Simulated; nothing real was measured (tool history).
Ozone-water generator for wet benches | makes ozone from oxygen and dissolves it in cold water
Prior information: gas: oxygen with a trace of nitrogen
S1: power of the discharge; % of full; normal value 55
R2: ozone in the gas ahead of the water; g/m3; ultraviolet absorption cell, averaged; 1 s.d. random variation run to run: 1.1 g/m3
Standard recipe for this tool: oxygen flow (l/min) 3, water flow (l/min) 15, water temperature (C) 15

{"run": 1, "hour": 0.0, "S1": 55, "oxygen flow (l/min)": 3, "water flow (l/min)": 15, "water temperature (C)": 15, "dissolved ozone (ppm)": 16.5, "R2": 187.1}
{"run": 2, "hour": 160.5, "S1": 55, "oxygen flow (l/min)": 3, "water flow (l/min)": 15, "water temperature (C)": 15, "dissolved ozone (ppm)": 16.4, "R2": 188.6}
{"run": 3, "hour": 333.4, "S1": 55, "oxygen flow (l/min)": 3, "water flow (l/min)": 15, "water temperature (C)": 15, "dissolved ozone (ppm)": 16.3, "R2": 187.2}
{"hour": 347.6, "done": "electrodes of the discharge changed"}
{"run": 4, "hour": 464.7, "S1": 55, "oxygen flow (l/min)": 3.97, "water flow (l/min)": 15, "water temperature (C)": 15, "dissolved ozone (ppm)": 16.1, "R2": 153.7}
{"run": 5, "hour": 595.3, "S1": 55, "oxygen flow (l/min)": 3, "water flow (l/min)": 15, "water temperature (C)": 15, "dissolved ozone (ppm)": 16.7, "R2": 185.8}
{"run": 6, "hour": 769.6, "S1": 55, "oxygen flow (l/min)": 3, "water flow (l/min)": 15, "water temperature (C)": 15, "dissolved ozone (ppm)": 16.5, "R2": 188.2}
{"run": 7, "hour": 875.8, "S1": 55, "oxygen flow (l/min)": 3, "water flow (l/min)": 15, "water temperature (C)": 15, "dissolved ozone (ppm)": 16.4, "R2": 188.3}
{"hour": 936.8, "done": "contactor cleaned"}
{"run": 8, "hour": 1044.9, "S1": 55, "oxygen flow (l/min)": 3, "water flow (l/min)": 15, "water temperature (C)": 15, "dissolved ozone (ppm)": 16.2, "R2": 188.7}
{"run": 9, "hour": 1125.7, "S1": 55, "oxygen flow (l/min)": 3, "water flow (l/min)": 15, "water temperature (C)": 15, "dissolved ozone (ppm)": 16.3, "R2": 188.9}
{"run": 10, "hour": 1215.9, "S1": 55, "oxygen flow (l/min)": 3, "water flow (l/min)": 15, "water temperature (C)": 15, "dissolved ozone (ppm)": 16.5, "R2": 187.2}
{"run": 11, "hour": 1335.0, "S1": 55, "oxygen flow (l/min)": 3, "water flow (l/min)": 15, "water temperature (C)": 15, "dissolved ozone (ppm)": 16.4, "R2": 187.9}
{"run": 12, "hour": 1510.9, "S1": 55, "oxygen flow (l/min)": 3, "water flow (l/min)": 15, "water temperature (C)": 15, "dissolved ozone (ppm)": 16.7, "R2": 187.9}
{"run": 13, "hour": 1656.8, "S1": 55, "oxygen flow (l/min)": 3, "water flow (l/min)": 15, "water temperature (C)": 15, "dissolved ozone (ppm)": 16.3, "R2": 187.6}
{"run": 14, "hour": 1830.7, "S1": 55, "oxygen flow (l/min)": 3, "water flow (l/min)": 15, "water temperature (C)": 15, "dissolved ozone (ppm)": 16.4, "R2": 187.5}
{"run": 15, "hour": 1931.3, "S1": 55, "oxygen flow (l/min)": 3, "water flow (l/min)": 15, "water temperature (C)": 14, "dissolved ozone (ppm)": 16.6, "R2": 188.5}
{"run": 16, "hour": 2042.2, "S1": 55, "oxygen flow (l/min)": 3, "water flow (l/min)": 15, "water temperature (C)": 14, "dissolved ozone (ppm)": 16.5, "R2": 188.9}
{"run": 17, "hour": 2185.9, "S1": 55, "oxygen flow (l/min)": 3, "water flow (l/min)": 16, "water temperature (C)": 15, "dissolved ozone (ppm)": 15.2, "R2": 188.1}
{"run": 18, "hour": 2349.4, "S1": 55, "oxygen flow (l/min)": 3, "water flow (l/min)": 16, "water temperature (C)": 15, "dissolved ozone (ppm)": 15.6, "R2": 187.7}
{"run": 19, "hour": 2444.2, "S1": 48, "oxygen flow (l/min)": 3, "water flow (l/min)": 15, "water temperature (C)": 15, "dissolved ozone (ppm)": 14.3, "R2": 165}
{"run": 20, "hour": 2518.0, "S1": 45, "oxygen flow (l/min)": 2.09, "water flow (l/min)": 12, "water temperature (C)": 15, "dissolved ozone (ppm)": 17.1, "R2": 198.6}
{"run": 21, "hour": 2611.3, "S1": 44, "oxygen flow (l/min)": 1.94, "water flow (l/min)": 12, "water temperature (C)": 15, "dissolved ozone (ppm)": 17, "R2": 206.7}
{"run": 22, "hour": 2735.7, "S1": 44, "oxygen flow (l/min)": 1.94, "water flow (l/min)": 12, "water temperature (C)": 15, "dissolved ozone (ppm)": 16.5, "R2": 207.6}
{"run": 23, "hour": 2842.7, "S1": 55, "oxygen flow (l/min)": 2.97, "water flow (l/min)": 15, "water temperature (C)": 15, "dissolved ozone (ppm)": 16.6, "R2": 187.9}
{"run": 24, "hour": 2999.4, "S1": 55, "oxygen flow (l/min)": 2.97, "water flow (l/min)": 15, "water temperature (C)": 15, "dissolved ozone (ppm)": 16.4, "R2": 187.8}
{"run": 25, "hour": 3092.1, "S1": 81, "oxygen flow (l/min)": 3, "water flow (l/min)": 9, "water temperature (C)": 15, "dissolved ozone (ppm)": 36.2, "R2": 268.5}
{"run": 26, "hour": 3247.4, "S1": 57, "oxygen flow (l/min)": 3.19, "water flow (l/min)": 12, "water temperature (C)": 9, "dissolved ozone (ppm)": 22.7, "R2": 186.1}
{"run": 27, "hour": 3369.7, "S1": 86, "oxygen flow (l/min)": 4.72, "water flow (l/min)": 22, "water temperature (C)": 21, "dissolved ozone (ppm)": 15.4, "R2": 204.8}
{"hour": 3404.4, "done": "water thermometer calibrated"}
{"run": 28, "hour": 3490.8, "S1": 75, "oxygen flow (l/min)": 2.65, "water flow (l/min)": 15, "water temperature (C)": 15, "dissolved ozone (ppm)": 21.9, "R2": 272.6}
{"run": 29, "hour": 3575.3, "S1": 44, "oxygen flow (l/min)": 2.65, "water flow (l/min)": 15, "water temperature (C)": 15, "dissolved ozone (ppm)": 13.3, "R2": 168.3}
{"run": 30, "hour": 3700.5, "S1": 48, "oxygen flow (l/min)": 3, "water flow (l/min)": 23, "water temperature (C)": 15, "dissolved ozone (ppm)": 9.4, "R2": 166.2}
{"run": 31, "hour": 3864.9, "S1": 55, "oxygen flow (l/min)": 1.83, "water flow (l/min)": 15, "water temperature (C)": 22, "dissolved ozone (ppm)": 15.4, "R2": 264.6}
{"run": 32, "hour": 4021.5, "S1": 71, "oxygen flow (l/min)": 5.23, "water flow (l/min)": 22, "water temperature (C)": 22, "dissolved ozone (ppm)": 12.5, "R2": 162}

Alternative continuations, all from the tool just after run 32; predict every row:
{"run": "A", "hour": 4143.7, "S1": 55, "oxygen flow (l/min)": 3, "water flow (l/min)": 12, "water temperature (C)": 16, "dissolved ozone (ppm)": "?", "R2": "?"}
{"run": "B", "hour": 4143.7, "S1": 89, "oxygen flow (l/min)": 3, "water flow (l/min)": 15, "water temperature (C)": 15, "dissolved ozone (ppm)": "?", "R2": "?"}
{"run": "C", "hour": 4143.7, "S1": 55, "oxygen flow (l/min)": 3, "water flow (l/min)": 16, "water temperature (C)": 15, "dissolved ozone (ppm)": "?", "R2": "?"}

run=A dissolved_ozone_(ppm)=19.8 R2=188.3
run=B dissolved_ozone_(ppm)=25.5 R2=288.3
run=C dissolved_ozone_(ppm)=15.5 R2=186.1
Had the tool no hidden state, the same runs would have come out as:
run=A dissolved_ozone_(ppm)=19.9 R2=188.6
run=B dissolved_ozone_(ppm)=25.6 R2=289
run=C dissolved_ozone_(ppm)=15.5 R2=186.4
